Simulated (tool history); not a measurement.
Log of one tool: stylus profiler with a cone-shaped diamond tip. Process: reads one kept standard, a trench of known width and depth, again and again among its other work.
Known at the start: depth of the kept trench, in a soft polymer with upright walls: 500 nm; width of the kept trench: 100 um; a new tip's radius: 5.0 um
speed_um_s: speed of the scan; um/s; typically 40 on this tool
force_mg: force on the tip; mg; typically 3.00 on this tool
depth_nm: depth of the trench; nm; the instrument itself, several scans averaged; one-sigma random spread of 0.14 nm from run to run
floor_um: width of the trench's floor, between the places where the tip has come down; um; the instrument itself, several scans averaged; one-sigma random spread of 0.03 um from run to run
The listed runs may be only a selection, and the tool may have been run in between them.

| run | hour | speed_um_s | force_mg | depth_nm | floor_um |
|---|---|---|---|---|---|
| 1 | 0.0 | 40 | 3.00 | 505.25 | 94.17 |
| 2 | 39.9 | 40 | 1.70 | 503.65 | 94.16 |
| 3 | 100.5 | 40 | 1.70 | 503.42 | 94.09 |
| 4 | 157.3 | 40 | 1.70 | 503.34 | 94.02 |
| 5 | 191.5 | 40 | 1.70 | 503.24 | 94.08 |
| 6 | 230.7 | 40 | 1.70 | 503.10 | 94.00 |
| 7 | 271.1 | 40 | 1.70 | 503.20 | 94.01 |
| 8 | 329.0 | 40 | 1.70 | 503.13 | 94.05 |
| 9 | 371.9 | 40 | 1.70 | 503.13 | 93.98 |
| 10 | 403.4 | 40 | 1.70 | 502.83 | 93.92 |
| 11 | 433.3 | 40 | 1.70 | 503.08 | 93.99 |
| 12 | 489.5 | 40 | 1.70 | 502.61 | 93.94 |
| 13 | 543.4 | 65 | 1.70 | 502.75 | 93.82 |
| 14 | 599.3 | 14 | 3.00 | 504.28 | 94.08 |
| 15 | 656.1 | 14 | 3.00 | 504.18 | 94.02 |
| 16 | 687.4 | 14 | 3.00 | 504.07 | 93.99 |
| 17 | 742.1 | 40 | 3.00 | 504.05 | 93.80 |
| 18 | 804.5 | 40 | 3.00 | 503.88 | 93.83 |
| 19 | 850.1 | 37 | 7.56 | 508.00 | 93.86 |
| 20 | 899.2 | 37 | 7.56 | 507.86 | 93.82 |
| 21 | 962.5 | 22 | 1.79 | 500.84 | 93.84 |
| 22 | 1030.4 | 22 | 1.79 | 500.87 | 93.73 |
| 23 | 1080.2 | 22 | 1.79 | 500.82 | 93.76 |
| 24 | 1146.4 | 22 | 1.79 | 503.90 | 95.49 |
| 25 | 1175.5 | 22 | 1.79 | 504.02 | 95.47 |
| 26 | 1215.0 | 22 | 1.79 | 503.82 | 95.42 |
| 27 | 1271.4 | 40 | 3.44 | 506.22 | 95.39 |
| 28 | 1342.6 | 78 | 2.69 | 504.98 | 95.04 |
| 29 | 1385.6 | 68 | 7.10 | 509.84 | 95.28 |
| 30 | 1440.0 | 68 | 7.10 | 509.56 | 95.25 |
| 31 | 1479.1 | 68 | 7.10 | 509.97 | 95.27 |
| 32 | 1509.4 | 27 | 6.60 | 509.13 | 95.33 |
| 33 | 1575.8 | 27 | 1.90 | 503.59 | 95.23 |
| 34 | 1637.8 | 27 | 1.90 | 503.57 | 95.16 |
| 35 | 1708.5 | 156 | 1.19 | 502.15 | 94.25 |
| 36 | 1759.4 | 56 | 5.90 | 508.19 | 95.13 |

Missing from the log above: 3 entries noted between runs. For each, name the pair of listed runs it sits between and say how the tool's hidden condition differs from the listed run just before to the listed run just after:
Runs 18 to 19: height scale calibrated on a step standard (hour 810.5)
  radius of the tip, um: 9.23 -> 9.29; height scale over the true one, %: -0.362 -> -0.564
  the result without the hidden state subtracted from the measured one, depth_nm: -1.84 -> -2.88 nm; floor_um: -1.63 -> -1.65 um
Runs 23 to 24: new tip fitted, height scale calibrated (hour 1122.1); height scale calibrated on a step standard, once more (hour 1131.0)
  radius of the tip, um: 9.58 -> 5.11; height scale over the true one, %: -0.642 -> 0.001
  the result without the hidden state subtracted from the measured one, depth_nm: -3.23 -> +0.01 nm; floor_um: -1.75 -> -0.05 um
